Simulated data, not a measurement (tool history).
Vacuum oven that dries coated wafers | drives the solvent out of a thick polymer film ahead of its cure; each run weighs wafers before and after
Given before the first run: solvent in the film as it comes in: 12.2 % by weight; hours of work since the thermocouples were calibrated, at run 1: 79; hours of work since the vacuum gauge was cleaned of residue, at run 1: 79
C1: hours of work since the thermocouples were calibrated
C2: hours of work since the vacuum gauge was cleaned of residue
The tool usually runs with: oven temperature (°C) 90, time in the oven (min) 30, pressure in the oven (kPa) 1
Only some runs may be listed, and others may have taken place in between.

{"run": 1, "hour": 0.0, "oven temperature (°C)": 90, "time in the oven (min)": 30, "pressure in the oven (kPa)": 1, "C1": 79, "C2": 79, "solvent left in the film (%)": 0.78}
{"run": 2, "hour": 28.0, "oven temperature (°C)": 90, "time in the oven (min)": 30, "pressure in the oven (kPa)": 1, "C1": 91, "C2": 91, "solvent left in the film (%)": 0.79}
{"run": 3, "hour": 54.2, "oven temperature (°C)": 100, "time in the oven (min)": 30, "pressure in the oven (kPa)": 1, "C1": 102, "C2": 102, "solvent left in the film (%)": 0.32}
{"run": 4, "hour": 82.3, "oven temperature (°C)": 99, "time in the oven (min)": 30, "pressure in the oven (kPa)": 1, "C1": 114, "C2": 114, "solvent left in the film (%)": 0.32}
{"run": 5, "hour": 107.1, "oven temperature (°C)": 99, "time in the oven (min)": 30, "pressure in the oven (kPa)": 1, "C1": 124, "C2": 124, "solvent left in the film (%)": 0.32}
{"run": 6, "hour": 130.3, "oven temperature (°C)": 90, "time in the oven (min)": 30, "pressure in the oven (kPa)": 1, "C1": 134, "C2": 134, "solvent left in the film (%)": 0.8}
{"run": 7, "hour": 169.1, "oven temperature (°C)": 81, "time in the oven (min)": 30, "pressure in the oven (kPa)": 1, "C1": 151, "C2": 151, "solvent left in the film (%)": 2.31}
{"run": 8, "hour": 206.3, "oven temperature (°C)": 81, "time in the oven (min)": 30, "pressure in the oven (kPa)": 1, "C1": 167, "C2": 167, "solvent left in the film (%)": 2.34}
{"run": 9, "hour": 252.8, "oven temperature (°C)": 81, "time in the oven (min)": 30, "pressure in the oven (kPa)": 1, "C1": 187, "C2": 187, "solvent left in the film (%)": 2.32}
{"run": 10, "hour": 290.9, "oven temperature (°C)": 81, "time in the oven (min)": 30, "pressure in the oven (kPa)": 1, "C1": 203, "C2": 203, "solvent left in the film (%)": 2.35}
{"run": 11, "hour": 325.9, "oven temperature (°C)": 81, "time in the oven (min)": 30, "pressure in the oven (kPa)": 1, "C1": 218, "C2": 218, "solvent left in the film (%)": 2.34}
{"run": 12, "hour": 351.4, "oven temperature (°C)": 90, "time in the oven (min)": 30, "pressure in the oven (kPa)": 1.22, "C1": 229, "C2": 229, "solvent left in the film (%)": 0.92}
{"run": 13, "hour": 374.9, "oven temperature (°C)": 90, "time in the oven (min)": 30, "pressure in the oven (kPa)": 1.22, "C1": 239, "C2": 239, "solvent left in the film (%)": 0.91}
{"run": 14, "hour": 412.0, "oven temperature (°C)": 90, "time in the oven (min)": 30, "pressure in the oven (kPa)": 1, "C1": 254, "C2": 254, "solvent left in the film (%)": 0.83}
{"run": 15, "hour": 460.8, "oven temperature (°C)": 90, "time in the oven (min)": 30, "pressure in the oven (kPa)": 1, "C1": 275, "C2": 275, "solvent left in the film (%)": 0.85}
{"run": 16, "hour": 499.4, "oven temperature (°C)": 84, "time in the oven (min)": 43, "pressure in the oven (kPa)": 0.72, "C1": 292, "C2": 292, "solvent left in the film (%)": 0.91}
{"run": 17, "hour": 547.8, "oven temperature (°C)": 90, "time in the oven (min)": 25, "pressure in the oven (kPa)": 1.35, "C1": 312, "C2": 312, "solvent left in the film (%)": 1.27}
{"run": 18, "hour": 584.5, "oven temperature (°C)": 81, "time in the oven (min)": 21, "pressure in the oven (kPa)": 1.93, "C1": 328, "C2": 328, "solvent left in the film (%)": 3.94}
{"run": 19, "hour": 606.1, "oven temperature (°C)": 81, "time in the oven (min)": 21, "pressure in the oven (kPa)": 1.93, "C1": 337, "C2": 337, "solvent left in the film (%)": 3.97}
{"run": 20, "hour": 631.9, "oven temperature (°C)": 87, "time in the oven (min)": 30, "pressure in the oven (kPa)": 1, "C1": 348, "C2": 348, "solvent left in the film (%)": 1.22}
{"run": 21, "hour": 679.5, "oven temperature (°C)": 93, "time in the oven (min)": 50, "pressure in the oven (kPa)": 3.97, "C1": 368, "C2": 368, "solvent left in the film (%)": 1.55}
{"run": 22, "hour": 713.8, "oven temperature (°C)": 93, "time in the oven (min)": 50, "pressure in the oven (kPa)": 3.97, "C1": 383, "C2": 383, "solvent left in the film (%)": 1.52}
{"run": 23, "hour": 756.8, "oven temperature (°C)": 100, "time in the oven (min)": 50, "pressure in the oven (kPa)": 2.02, "C1": 401, "C2": 401, "solvent left in the film (%)": 0.62}
{"run": 24, "hour": 783.0, "oven temperature (°C)": 80, "time in the oven (min)": 19, "pressure in the oven (kPa)": 3.18, "C1": 413, "C2": 413, "solvent left in the film (%)": 5.18}
{"run": 25, "hour": 832.3, "oven temperature (°C)": 102, "time in the oven (min)": 19, "pressure in the oven (kPa)": 0.58, "C1": 434, "C2": 434, "solvent left in the film (%)": 0.28}
{"run": 26, "hour": 872.9, "oven temperature (°C)": 90, "time in the oven (min)": 18, "pressure in the oven (kPa)": 1, "C1": 451, "C2": 451, "solvent left in the film (%)": 1.85}
{"run": 27, "hour": 903.1, "oven temperature (°C)": 90, "time in the oven (min)": 42, "pressure in the oven (kPa)": 0.56, "C1": 464, "C2": 464, "solvent left in the film (%)": 0.45}
{"run": 28, "hour": 936.1, "oven temperature (°C)": 103, "time in the oven (min)": 45, "pressure in the oven (kPa)": 1.3, "C1": 478, "C2": 478, "solvent left in the film (%)": 0.38}

Hidden state or all else? Some run-to-run changes of solvent left in the film (%), split into what the settings, what came in and random variation would give without the hidden state, and what is left for the hidden state (with any gauge scatter that isn't in both results):
Hidden state at play: true wafer temperature over the reading, C; true pressure over the reading, kPa; drift of the gauge itself on solvent_pct, %.
Run 23 -> 24: oven temperature (°C) 100 -> 80, time in the oven (min) 50 -> 19, pressure in the oven (kPa) 2.02 -> 3.18. solvent left in the film (%) +4.56: hidden state +0.16, all else +4.4.
Run 24 -> 25: oven temperature (°C) 80 -> 102, pressure in the oven (kPa) 3.18 -> 0.58. solvent left in the film (%) -4.9: hidden state -0.15, all else -4.75.
